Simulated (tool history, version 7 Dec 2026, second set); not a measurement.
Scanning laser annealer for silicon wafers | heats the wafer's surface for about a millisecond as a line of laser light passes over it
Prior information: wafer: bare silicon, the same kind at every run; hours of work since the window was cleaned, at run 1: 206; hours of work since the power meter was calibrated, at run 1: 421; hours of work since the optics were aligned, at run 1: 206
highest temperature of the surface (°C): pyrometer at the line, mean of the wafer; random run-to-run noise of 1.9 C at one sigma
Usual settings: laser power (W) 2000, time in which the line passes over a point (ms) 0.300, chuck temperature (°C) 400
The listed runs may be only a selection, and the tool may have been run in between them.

| run | day | laser power (W) | time in which the line passes over a point (ms) | chuck temperature (°C) | hours of work since the window was cleaned | hours of work since the power meter was calibrated | hours of work since the optics were aligned | highest temperature of the surface (°C) |
|---|---|---|---|---|---|---|---|---|
| 1 | 0.000 | 2000 | 0.300 | 400 | 206 | 421 | 206 | 1215 |
| 2 | 1.012 | 2000 | 0.300 | 400 | 220 | 434 | 220 | 1217 |
| 3 | 1.908 | 2000 | 0.300 | 400 | 232 | 446 | 232 | 1215 |
| 4 | 3.038 | 2000 | 0.300 | 400 | 247 | 461 | 247 | 1214 |
| 5 | 4.308 | 2000 | 0.379 | 400 | 264 | 479 | 264 | 1313 |
| 6 | 5.158 | 2000 | 0.379 | 400 | 276 | 490 | 276 | 1310 |
| 7 | 6.888 | 2000 | 0.379 | 400 | 299 | 513 | 299 | 1309 |
|  | 7.058 | window over the wafer cleaned |
| 8 | 7.979 | 2000 | 0.379 | 400 | 12 | 527 | 313 | 1300 |
| 9 | 9.533 | 2000 | 0.379 | 400 | 33 | 548 | 333 | 1294 |
| 10 | 10.417 | 2000 | 0.379 | 400 | 45 | 560 | 345 | 1293 |
| 11 | 11.633 | 2000 | 0.300 | 400 | 62 | 576 | 362 | 1195 |
|  | 11.992 | window over the wafer cleaned, once more |
| 12 | 12.946 | 2000 | 0.300 | 400 | 13 | 593 | 378 | 1223 |
| 13 | 14.033 | 2055 | 0.287 | 400 | 27 | 607 | 393 | 1232 |
| 14 | 14.992 | 1841 | 0.263 | 418 | 40 | 620 | 406 | 1118 |
| 15 | 15.925 | 1866 | 0.355 | 416 | 53 | 633 | 418 | 1235 |
| 16 | 17.046 | 1856 | 0.230 | 399 | 68 | 648 | 434 | 1055 |
| 17 | 18.338 | 1856 | 0.230 | 399 | 85 | 665 | 451 | 1055 |
| 18 | 19.667 | 1776 | 0.300 | 400 | 103 | 683 | 469 | 1102 |
| 19 | 21.229 | 1737 | 0.362 | 419 | 124 | 704 | 490 | 1167 |
| 20 | 22.625 | 2000 | 0.289 | 414 | 143 | 723 | 509 | 1215 |
| 21 | 23.492 | 1859 | 0.230 | 383 | 155 | 735 | 520 | 1036 |

5 ways to go on from here, each from the tool as it stands after run 21. What would each give?
| A | 24.442 | 2051 | 0.292 | 400 | 168 | 747 | 533 | ? |
| B | 24.442 | 2000 | 0.300 | 426 | 168 | 747 | 533 | ? |
| C | 24.442 | 1935 | 0.230 | 411 | 168 | 747 | 533 | ? |
| D | 24.442 | 1859 | 0.304 | 430 | 168 | 747 | 533 | ? |
| E | 24.442 | 2000 | 0.240 | 386 | 168 | 747 | 533 | ? |

| run | highest temperature of the surface (°C) |
|---|---|
| A | 1231 |
| B | 1237 |
| C | 1091 |
| D | 1175 |
| E | 1110 |
Take away the tool's hidden state, keep each run's random variation, and the runs would have read:
| run | highest temperature of the surface (°C) |
|---|---|
| A | 1256 |
| B | 1262 |
| C | 1111 |
| D | 1198 |
| E | 1132 |

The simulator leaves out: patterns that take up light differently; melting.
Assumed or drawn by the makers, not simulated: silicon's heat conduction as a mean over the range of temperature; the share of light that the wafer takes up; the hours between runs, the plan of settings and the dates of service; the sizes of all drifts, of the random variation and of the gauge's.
